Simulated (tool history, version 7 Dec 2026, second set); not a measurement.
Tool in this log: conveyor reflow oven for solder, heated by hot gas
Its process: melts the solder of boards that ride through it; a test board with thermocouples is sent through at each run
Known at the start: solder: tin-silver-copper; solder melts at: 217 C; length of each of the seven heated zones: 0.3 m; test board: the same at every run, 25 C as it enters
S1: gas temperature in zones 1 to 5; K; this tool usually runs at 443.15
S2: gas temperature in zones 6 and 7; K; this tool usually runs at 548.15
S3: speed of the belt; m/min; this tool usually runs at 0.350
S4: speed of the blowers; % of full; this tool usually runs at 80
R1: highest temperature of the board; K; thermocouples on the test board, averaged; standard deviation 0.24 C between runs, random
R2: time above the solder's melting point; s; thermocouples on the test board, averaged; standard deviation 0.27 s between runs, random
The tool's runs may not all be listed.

run 1 hour=0.0 | S1=443.15 S2=548.15 S3=0.350 S4=80 | R1=527.65 R2=77.3
run 2 hour=9.3 | S1=443.15 S2=547.15 S3=0.350 S4=80 | R1=527.15 R2=76.4
run 3 hour=27.5 | S1=443.15 S2=547.15 S3=0.350 S4=80 | R1=527.35 R2=76.5
run 4 hour=40.1 | S1=443.15 S2=547.15 S3=0.350 S4=80 | R1=527.05 R2=76.6
run 5 hour=51.0 | S1=443.15 S2=547.15 S3=0.350 S4=80 | R1=527.05 R2=75.9
run 6 hour=65.3 | S1=443.15 S2=547.15 S3=0.350 S4=80 | R1=526.95 R2=76.4
run 7 hour=81.5 | S1=443.15 S2=547.15 S3=0.350 S4=80 | R1=526.75 R2=75.8
run 8 hour=90.3 | S1=443.15 S2=547.15 S3=0.350 S4=80 | R1=527.15 R2=76.1
run 9 hour=99.4 | S1=443.15 S2=547.15 S3=0.350 S4=80 | R1=526.55 R2=76.1
run 10 hour=114.9 | S1=443.15 S2=547.15 S3=0.350 S4=80 | R1=526.55 R2=75.9
run 11 hour=130.3 | S1=443.15 S2=548.15 S3=0.350 S4=80 | R1=527.55 R2=77.0
run 12 hour=148.3 | S1=443.15 S2=548.15 S3=0.350 S4=80 | R1=527.65 R2=76.8
run 13 hour=164.1 | S1=443.15 S2=548.15 S3=0.350 S4=80 | R1=527.15 R2=76.7
run 14 hour=173.2 | S1=443.15 S2=548.15 S3=0.350 S4=80 | R1=527.45 R2=76.5
-- hour=180.8 flux residue cleaned out of gas plates and filters
run 15 hour=194.4 | S1=443.15 S2=548.15 S3=0.350 S4=80 | R1=528.45 R2=78.0
run 16 hour=207.8 | S1=443.15 S2=548.15 S3=0.350 S4=80 | R1=528.05 R2=78.3
run 17 hour=222.5 | S1=443.15 S2=543.15 S3=0.378 S4=80 | R1=521.55 R2=65.1
run 18 hour=235.5 | S1=443.15 S2=543.15 S3=0.378 S4=80 | R1=521.35 R2=65.6
run 19 hour=251.6 | S1=443.15 S2=543.15 S3=0.378 S4=80 | R1=521.55 R2=64.5
run 20 hour=260.4 | S1=443.15 S2=543.15 S3=0.376 S4=80 | R1=521.45 R2=65.4
run 21 hour=268.6 | S1=447.15 S2=543.15 S3=0.376 S4=87 | R1=523.55 R2=69.8
run 22 hour=276.3 | S1=452.15 S2=556.15 S3=0.376 S4=89 | R1=535.95 R2=81.9
-- hour=281.7 belt drive overhauled, speed set with a stopwatch
run 23 hour=289.0 | S1=452.15 S2=556.15 S3=0.376 S4=89 | R1=536.05 R2=82.4
run 24 hour=306.8 | S1=436.15 S2=554.15 S3=0.291 S4=72 | R1=537.15 R2=100.5
run 25 hour=318.4 | S1=434.15 S2=561.15 S3=0.350 S4=55 | R1=530.55 R2=74.9
run 26 hour=326.2 | S1=434.15 S2=561.15 S3=0.350 S4=55 | R1=530.85 R2=74.6
-- hour=333.0 belt drive overhauled, speed set with a stopwatch, once more
run 27 hour=348.5 | S1=434.15 S2=561.15 S3=0.350 S4=55 | R1=529.25 R2=72.9
run 28 hour=362.6 | S1=443.15 S2=548.15 S3=0.342 S4=80 | R1=528.15 R2=79.1
run 29 hour=370.2 | S1=443.15 S2=548.15 S3=0.342 S4=80 | R1=527.75 R2=79.0
run 30 hour=388.9 | S1=443.15 S2=559.15 S3=0.304 S4=80 | R1=542.05 R2=102.0
run 31 hour=400.4 | S1=443.15 S2=559.15 S3=0.304 S4=80 | R1=541.95 R2=101.5

Here are 3 independent what-if runs from the current tool condition. What would each one return?
run A hour=415.9 | S1=443.15 S2=546.15 S3=0.389 S4=80 | R1=? R2=?
run B hour=415.9 | S1=430.15 S2=550.15 S3=0.350 S4=87 | R1=? R2=?
run C hour=415.9 | S1=429.15 S2=559.15 S3=0.419 S4=73 | R1=? R2=?

run=A R1=521.55 R2=62.4
run=B R1=527.85 R2=71.6
run=C R1=523.35 R2=53.4
Without the tool's hidden state the same runs would have given:
run=A R1=524.45 R2=65.4
run=B R1=530.85 R2=74.4
run=C R1=526.35 R2=56.3
